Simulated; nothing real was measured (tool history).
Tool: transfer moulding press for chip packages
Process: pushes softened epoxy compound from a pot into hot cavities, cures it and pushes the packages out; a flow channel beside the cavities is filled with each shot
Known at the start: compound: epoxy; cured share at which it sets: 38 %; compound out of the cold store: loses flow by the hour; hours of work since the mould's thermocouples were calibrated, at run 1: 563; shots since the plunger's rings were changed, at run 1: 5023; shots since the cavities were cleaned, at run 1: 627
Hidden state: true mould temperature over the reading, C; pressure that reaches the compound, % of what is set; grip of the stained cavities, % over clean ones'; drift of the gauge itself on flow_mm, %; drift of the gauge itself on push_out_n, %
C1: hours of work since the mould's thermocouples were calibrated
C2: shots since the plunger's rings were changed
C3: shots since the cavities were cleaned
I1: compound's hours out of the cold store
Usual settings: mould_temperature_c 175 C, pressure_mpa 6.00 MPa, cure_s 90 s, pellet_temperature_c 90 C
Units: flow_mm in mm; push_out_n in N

run 1 hour=0.0 | mould_temperature_c=175 pressure_mpa=6.00 cure_s=90 pellet_temperature_c=90 | C1=563 C2=5023 C3=627 | I1=17.1 | flow_mm=724 push_out_n=718
-- hour=32.3 cavities cleaned with cleaning compound and waxed
run 2 hour=62.8 | mould_temperature_c=175 pressure_mpa=6.00 cure_s=90 pellet_temperature_c=90 | C1=595 C2=5601 C3=287 | I1=46.4 | flow_mm=628 push_out_n=786
run 3 hour=116.6 | mould_temperature_c=181 pressure_mpa=6.00 cure_s=90 pellet_temperature_c=90 | C1=623 C2=6109 C3=795 | I1=39.0 | flow_mm=634 push_out_n=764
-- hour=130.5 cavities cleaned with cleaning compound and waxed
-- hour=148.0 plunger's sealing rings changed
run 4 hour=193.9 | mould_temperature_c=181 pressure_mpa=6.00 cure_s=90 pellet_temperature_c=90 | C1=662 C2=433 C3=575 | I1=17.0 | flow_mm=786 push_out_n=647
-- hour=227.9 cavities cleaned with cleaning compound and waxed
run 5 hour=249.5 | mould_temperature_c=181 pressure_mpa=6.00 cure_s=90 pellet_temperature_c=90 | C1=690 C2=944 C3=204 | I1=36.0 | flow_mm=710 push_out_n=541
-- hour=285.0 cavities cleaned with cleaning compound and waxed, once more
run 6 hour=318.0 | mould_temperature_c=175 pressure_mpa=6.00 cure_s=90 pellet_temperature_c=83 | C1=725 C2=1577 C3=312 | I1=30.8 | flow_mm=744 push_out_n=626
-- hour=386.2 cavities cleaned with cleaning compound and waxed
run 7 hour=388.2 | mould_temperature_c=175 pressure_mpa=6.00 cure_s=90 pellet_temperature_c=83 | C1=761 C2=2225 C3=19 | I1=21.2 | flow_mm=754 push_out_n=456
run 8 hour=433.3 | mould_temperature_c=175 pressure_mpa=6.00 cure_s=90 pellet_temperature_c=90 | C1=784 C2=2650 C3=444 | I1=22.5 | flow_mm=734 push_out_n=673
-- hour=452.0 mould's thermocouples calibrated
-- hour=484.9 cavities cleaned with cleaning compound and waxed
run 9 hour=505.7 | mould_temperature_c=175 pressure_mpa=6.00 cure_s=90 pellet_temperature_c=90 | C1=27 C2=3301 C3=197 | I1=30.6 | flow_mm=698 push_out_n=608
run 10 hour=554.3 | mould_temperature_c=175 pressure_mpa=6.00 cure_s=90 pellet_temperature_c=90 | C1=53 C2=3759 C3=655 | I1=28.6 | flow_mm=712 push_out_n=748
-- hour=582.3 cavities cleaned with cleaning compound and waxed
run 11 hour=604.0 | mould_temperature_c=175 pressure_mpa=6.00 cure_s=90 pellet_temperature_c=90 | C1=78 C2=4214 C3=205 | I1=29.5 | flow_mm=695 push_out_n=602
run 12 hour=664.4 | mould_temperature_c=175 pressure_mpa=6.00 cure_s=90 pellet_temperature_c=90 | C1=109 C2=4784 C3=775 | I1=20.1 | flow_mm=717 push_out_n=794
-- hour=679.4 cavities cleaned with cleaning compound and waxed
run 13 hour=722.4 | mould_temperature_c=175 pressure_mpa=6.00 cure_s=90 pellet_temperature_c=90 | C1=139 C2=5317 C3=406 | I1=26.8 | flow_mm=680 push_out_n=654
run 14 hour=765.7 | mould_temperature_c=167 pressure_mpa=5.79 cure_s=80 pellet_temperature_c=96 | C1=161 C2=5726 C3=815 | I1=22.6 | flow_mm=684 push_out_n=1265
-- hour=780.6 cavities cleaned with cleaning compound and waxed
run 15 hour=801.5 | mould_temperature_c=167 pressure_mpa=5.79 cure_s=106 pellet_temperature_c=85 | C1=179 C2=6049 C3=197 | I1=27.8 | flow_mm=680 push_out_n=612
-- hour=839.8 plunger's sealing rings changed
run 16 hour=868.4 | mould_temperature_c=178 pressure_mpa=6.00 cure_s=90 pellet_temperature_c=98 | C1=213 C2=270 C3=805 | I1=25.1 | flow_mm=760 push_out_n=728
-- hour=882.1 cavities cleaned with cleaning compound and waxed
run 17 hour=938.6 | mould_temperature_c=171 pressure_mpa=6.35 cure_s=93 pellet_temperature_c=98 | C1=249 C2=918 C3=533 | I1=37.8 | flow_mm=750 push_out_n=759
-- hour=980.1 cavities cleaned with cleaning compound and waxed
run 18 hour=981.6 | mould_temperature_c=171 pressure_mpa=6.35 cure_s=93 pellet_temperature_c=98 | C1=271 C2=1310 C3=14 | I1=22.0 | flow_mm=793 push_out_n=486
run 19 hour=1050.1 | mould_temperature_c=169 pressure_mpa=6.00 cure_s=87 pellet_temperature_c=90 | C1=306 C2=1957 C3=661 | I1=41.5 | flow_mm=704 push_out_n=891

5 ways to go on from here, each from the tool as it stands after run 19. What would each give?
-- hour=1075.8 cavities cleaned with cleaning compound and waxed
run A hour=1118.0 | mould_temperature_c=178 pressure_mpa=6.00 cure_s=90 pellet_temperature_c=91 | C1=341 C2=2583 C3=399 | I1=28.5 | flow_mm=? push_out_n=?
-- hour=1075.8 cavities cleaned with cleaning compound and waxed
run B hour=1118.0 | mould_temperature_c=169 pressure_mpa=5.61 cure_s=98 pellet_temperature_c=84 | C1=341 C2=2583 C3=399 | I1=14.7 | flow_mm=? push_out_n=?
-- hour=1075.8 cavities cleaned with cleaning compound and waxed
run C hour=1118.0 | mould_temperature_c=169 pressure_mpa=6.00 cure_s=117 pellet_temperature_c=90 | C1=341 C2=2583 C3=399 | I1=10.3 | flow_mm=? push_out_n=?
-- hour=1075.8 cavities cleaned with cleaning compound and waxed
run D hour=1118.0 | mould_temperature_c=169 pressure_mpa=5.46 cure_s=96 pellet_temperature_c=86 | C1=341 C2=2583 C3=399 | I1=16.7 | flow_mm=? push_out_n=?
-- hour=1075.8 cavities cleaned with cleaning compound and waxed
run E hour=1118.0 | mould_temperature_c=182 pressure_mpa=6.00 cure_s=122 pellet_temperature_c=91 | C1=341 C2=2583 C3=399 | I1=24.0 | flow_mm=? push_out_n=?

run=A flow_mm=714 push_out_n=644
run=B flow_mm=755 push_out_n=753
run=C flow_mm=792 push_out_n=677
run=D flow_mm=736 push_out_n=800
run=E flow_mm=719 push_out_n=608
Without the tool's hidden state the same runs would have given:
run=A flow_mm=754 push_out_n=436
run=B flow_mm=797 push_out_n=524
run=C flow_mm=837 push_out_n=459
run=D flow_mm=777 push_out_n=557
run=E flow_mm=759 push_out_n=406
